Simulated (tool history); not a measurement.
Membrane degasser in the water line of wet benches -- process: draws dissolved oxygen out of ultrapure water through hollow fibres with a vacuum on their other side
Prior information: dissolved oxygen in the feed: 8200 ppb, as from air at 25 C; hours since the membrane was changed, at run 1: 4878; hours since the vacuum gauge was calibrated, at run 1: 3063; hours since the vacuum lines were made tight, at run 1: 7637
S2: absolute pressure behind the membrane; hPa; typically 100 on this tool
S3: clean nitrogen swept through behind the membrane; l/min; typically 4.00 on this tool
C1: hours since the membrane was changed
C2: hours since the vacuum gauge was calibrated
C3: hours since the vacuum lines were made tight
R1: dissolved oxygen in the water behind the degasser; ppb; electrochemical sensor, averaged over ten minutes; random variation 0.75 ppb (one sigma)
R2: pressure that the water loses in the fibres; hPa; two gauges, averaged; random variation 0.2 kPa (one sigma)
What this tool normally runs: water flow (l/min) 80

Run 1, hour 0.0: usual settings; C1 4878; C2 3063; C3 7637. Result: R1 300.8 ppb, R2 457.7 hPa.
Run 2, hour 89.4: usual settings but water flow (l/min) 55; C1 4967; C2 3152; C3 7726. Result: R1 214.6 ppb, R2 317.1 hPa.
Run 3, hour 221.3: usual settings but water flow (l/min) 55; C1 5099; C2 3284; C3 7858. Result: R1 215.1 ppb, R2 315.6 hPa.
Run 4, hour 290.0: usual settings; C1 5168; C2 3353; C3 7927. Result: R1 301.4 ppb, R2 459.6 hPa.
Run 5, hour 382.0: usual settings; C1 5260; C2 3445; C3 8019. Result: R1 300.2 ppb, R2 462.5 hPa.
Run 6, hour 507.8: usual settings; C1 5385; C2 3570; C3 8145. Result: R1 301.9 ppb, R2 460.0 hPa.
Run 7, hour 584.0: usual settings but water flow (l/min) 109; C1 5462; C2 3647; C3 8221. Result: R1 401.3 ppb, R2 627.1 hPa.
Run 8, hour 693.9: usual settings but water flow (l/min) 109; C1 5572; C2 3757; C3 8331. Result: R1 402.5 ppb, R2 631.6 hPa.
Run 9, hour 793.2: usual settings but S3 2.96 l/min; C1 5671; C2 3856; C3 8430. Result: R1 387.9 ppb, R2 463.5 hPa.
Run 10, hour 896.0: usual settings; C1 5774; C2 3959; C3 8533. Result: R1 301.3 ppb, R2 456.4 hPa.
Run 11, hour 1025.5: usual settings; C1 5903; C2 4088; C3 8662. Result: R1 302.0 ppb, R2 460.3 hPa.
Run 12, hour 1149.2: usual settings but S2 238 hPa; C1 6027; C2 4212; C3 8786. Result: R1 846.4 ppb, R2 461.8 hPa.
Run 13, hour 1222.5: usual settings but S2 238 hPa; C1 6100; C2 4285; C3 8859. Result: R1 844.3 ppb, R2 461.4 hPa.
Run 14, hour 1305.2: usual settings but S2 238 hPa; C1 6183; C2 4368; C3 8942. Result: R1 845.1 ppb, R2 462.9 hPa.
Run 15, hour 1399.9: usual settings but S2 238 hPa; C1 6277; C2 4463; C3 9037. Result: R1 846.2 ppb, R2 461.3 hPa.
Run 16, hour 1502.8: usual settings; C1 6380; C2 4566; C3 9140. Result: R1 302.4 ppb, R2 460.4 hPa.
Run 17, hour 1578.5: usual settings; C1 6456; C2 4641; C3 9215. Result: R1 301.9 ppb, R2 460.8 hPa.
Run 18, hour 1717.4: usual settings but water flow (l/min) 58, S2 211 hPa, S3 1.64 l/min; C1 6595; C2 4780; C3 9354. Result: R1 1159.9 ppb, R2 336.7 hPa.
Run 19, hour 1774.2: usual settings but water flow (l/min) 64, S2 119 hPa, S3 1.64 l/min; C1 6652; C2 4837; C3 9411. Result: R1 650.4 ppb, R2 373.8 hPa.
Run 20, hour 1898.9: usual settings but water flow (l/min) 52, S2 61 hPa, S3 4.70 l/min; C1 6777; C2 4962; C3 9536. Result: R1 78.9 ppb, R2 303.1 hPa.
At hour 1930.8: seals of the vacuum lines changed.
Run 21, hour 1980.7: usual settings but water flow (l/min) 119, S3 7.24 l/min; C1 6856; C2 5041; C3 50. Result: R1 273.8 ppb, R2 688.3 hPa.
Run 22, hour 2107.8: usual settings but water flow (l/min) 119, S3 7.24 l/min; C1 6983; C2 5169; C3 177. Result: R1 274.9 ppb, R2 685.5 hPa.
Run 23, hour 2237.6: usual settings but S2 99 hPa, S3 4.03 l/min; C1 7113; C2 5298; C3 307. Result: R1 296.9 ppb, R2 465.7 hPa.
Run 24, hour 2333.5: usual settings but water flow (l/min) 79, S2 196 hPa, S3 1.89 l/min; C1 7209; C2 5394; C3 403. Result: R1 1209.6 ppb, R2 459.1 hPa.
Run 25, hour 2431.4: usual settings but S2 126 hPa, S3 10.71 l/min; C1 7307; C2 5492; C3 501. Result: R1 170.4 ppb, R2 463.7 hPa.
Run 26, hour 2501.6: usual settings but S2 126 hPa, S3 10.71 l/min; C1 7377; C2 5562; C3 571. Result: R1 170.5 ppb, R2 467.7 hPa.
Run 27, hour 2573.0: usual settings but water flow (l/min) 94, S2 204 hPa, S3 2.53 l/min; C1 7449; C2 5634; C3 642. Result: R1 1164.6 ppb, R2 548.2 hPa.
Run 28, hour 2670.5: usual settings but water flow (l/min) 51, S2 69 hPa, S3 7.81 l/min; C1 7546; C2 5731; C3 740. Result: R1 60.3 ppb, R2 297.5 hPa.
Run 29, hour 2789.4: usual settings but water flow (l/min) 63, S2 147 hPa, S3 4.57 l/min; C1 7665; C2 5850; C3 859. Result: R1 357.4 ppb, R2 368.7 hPa.
Run 30, hour 2910.2: usual settings but water flow (l/min) 67, S2 78 hPa, S3 6.93 l/min; C1 7786; C2 5971; C3 979. Result: R1 108.2 ppb, R2 391.4 hPa.
Run 31, hour 3011.7: usual settings but water flow (l/min) 67, S2 78 hPa, S3 6.93 l/min; C1 7887; C2 6072; C3 1081. Result: R1 108.7 ppb, R2 392.0 hPa.

3 ways to go on from here, each from the tool as it stands after run 31. What would each give?
Run A, hour 3145.4: usual settings but water flow (l/min) 50, S2 113 hPa; C1 8021; C2 6206; C3 1215. Result: R1 ?, R2 ?.
Run B, hour 3145.4: usual settings but water flow (l/min) 123, S2 123 hPa; C1 8021; C2 6206; C3 1215. Result: R1 ?, R2 ?.
Run C, hour 3145.4: usual settings but water flow (l/min) 62, S2 154 hPa, S3 2.92 l/min; C1 8021; C2 6206; C3 1215. Result: R1 ?, R2 ?.

run     R1     R2
  A  234.5  294.2
  B  590.6  722.3
  C  547.0  360.1
Without the tool's unlogged condition, the same runs would have read:
run     R1     R2
  A  230.0  279.9
  B  575.2  687.1
  C  540.1  342.4
